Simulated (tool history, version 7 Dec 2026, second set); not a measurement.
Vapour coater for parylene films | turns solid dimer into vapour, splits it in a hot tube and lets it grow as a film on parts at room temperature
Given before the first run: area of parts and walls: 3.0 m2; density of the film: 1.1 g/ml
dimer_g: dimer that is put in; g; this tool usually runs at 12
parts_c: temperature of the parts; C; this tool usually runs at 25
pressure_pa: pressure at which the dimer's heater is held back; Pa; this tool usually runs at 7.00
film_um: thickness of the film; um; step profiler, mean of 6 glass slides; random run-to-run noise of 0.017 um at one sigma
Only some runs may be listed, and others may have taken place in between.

run     day  dimer_g  parts_c  pressure_pa  film_um
  1   0.000       12       25         7.00     1.92
  2   1.171       12       25         7.00     1.94
  3   2.125       10       25         7.00     1.62
  4   2.858       12       25         3.13     2.09
  5   3.783       12       25         3.13     2.13
  6   4.696       12       25         3.13     2.08
  7   5.696       12       25         3.13     2.13
  8   6.350       12       25         3.13     2.12
  9   7.304       12       25         3.13     2.09
 10   8.558       12       25         4.56     2.03
 11   9.112       12       25         4.56     2.03
 12   9.738       12       25         7.00     1.94
 13  10.808       12       25         7.00     1.95
 14  11.867       12       25         7.00     1.92
 15  12.462       12       25         7.00     1.95
 16  13.133       12       25         7.00     1.94
 17  13.904       12       20         7.00     2.18
 18  14.967       12       20         7.00     2.18
 19  16.054       12       25         7.00     1.90
 20  17.096       12       25         7.00     1.97
 21  17.812        7       25         7.00     1.13
     18.504  -- trap's valve overhauled
 22  18.596        7       25         7.00     1.15
 23  19.642        7       25         7.00     1.14
 24  20.783       17       25         7.24     2.77
 25  21.767       17       25         7.24     2.75
 26  22.938       12       25         4.83     2.00
 27  23.925        6       18         7.00     1.15
 28  25.096       11       25         7.00     1.81
 29  26.142       11       25         7.00     1.79
 30  26.900       14       19         7.00     2.60
 31  27.567       14       19         7.00     2.60
 32  28.596       22       19         2.26     4.55
 33  29.383        7       29         2.26     1.20
 34  30.167        7       24         2.57     1.28
 35  31.342       12       36         6.03     1.58
 36  32.188        5       25        11.52     0.77
 37  33.179        5       25        11.52     0.78
 38  33.771        5       25        11.52     0.76
 39  34.662       12       21         2.63     2.35
 40  35.838        8       31        11.22     1.10
 41  36.512       12       32         7.00     1.69
 42  37.250        6       25         3.07     1.01

Consider 5 possible next runs. They are alternatives, not a sequence: every one starts from the tool as it was left by run 42. What does each give?
  A  38.546        6       17         3.98        ?
  B  38.546        6       25         3.07        ?
  C  38.546        6       22         5.21        ?
  D  38.546       11       18         4.05        ?
  E  38.546        6       31         3.21        ?

run  film_um
  A     1.22
  B     1.07
  C     1.08
  D     2.18
  E     0.90
Without the tool's hidden state the same runs would have given:
run  film_um
  A     1.22
  B     1.07
  C     1.08
  D     2.19
  E     0.90
